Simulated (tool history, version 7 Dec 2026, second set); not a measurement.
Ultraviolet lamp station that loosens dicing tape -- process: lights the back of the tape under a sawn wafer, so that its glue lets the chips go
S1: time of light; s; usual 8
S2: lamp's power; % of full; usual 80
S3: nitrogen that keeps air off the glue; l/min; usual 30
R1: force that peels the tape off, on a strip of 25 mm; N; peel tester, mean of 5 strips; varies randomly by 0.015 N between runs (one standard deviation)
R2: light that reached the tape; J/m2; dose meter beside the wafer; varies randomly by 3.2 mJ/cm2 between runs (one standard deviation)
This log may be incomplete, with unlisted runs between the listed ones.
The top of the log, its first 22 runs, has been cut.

run    hour  S1  S2  S3     R1    R2
 23  1526.0   5  62  26  3.634  1670
 24  1618.1  11  79  56  0.563  4400
 25  1714.7  11  79  56  0.627  4150
     1777.4  -- lamp changed
 26  1793.9  11  79  56  0.258  6360
 27  1846.7  11  66  23  0.828  5090
 28  1929.7  11  69  30  0.637  5160
     1938.6  -- window cleaned of glue's vapour
 29  2027.5  11  69  30  0.613  5250
 30  2084.2  13  78  10  0.991  6830
 31  2171.3  15  99  16  0.295  9580
 32  2253.5  15  99  16  0.339  9260
 33  2296.1  13  92  30  0.302  7320
 34  2383.8  15  66  28  0.526  5760
 35  2439.5  11  84  59  0.361  5310
     2462.2  -- window cleaned of glue's vapour
 36  2530.0  15  62  11  1.364  5480
 37  2591.3   8  74  60  0.910  3380
 38  2676.6   8  66  28  1.918  2860
 39  2773.1   8  66  28  2.060  2760
 40  2846.7   4  93  16  3.874  1830
 41  2938.2   4  93  16  3.924  1780
     2986.6  -- window cleaned of glue's vapour
 42  3019.3   8  80  33  1.564  3020

Here are 4 independent what-if runs from the current tool condition. What would each one return?
     3055.0  -- lamp changed
  A  3107.9  12  96  53   ?   ?
     3055.0  -- lamp changed
  B  3107.9   7  82  30   ?   ?
     3055.0  -- lamp changed
  C  3107.9  14  77  33   ?   ?
     3055.0  -- lamp changed
  D  3107.9   8  80  38   ?   ?

run     R1    R2
  A  0.182  8360
  B  0.999  4150
  C  0.261  7800
  D  0.686  4610
Without the tool's hidden state the same runs would have given:
run     R1    R2
  A  0.172  9000
  B  0.866  4460
  C  0.232  8390
  D  0.587  4960
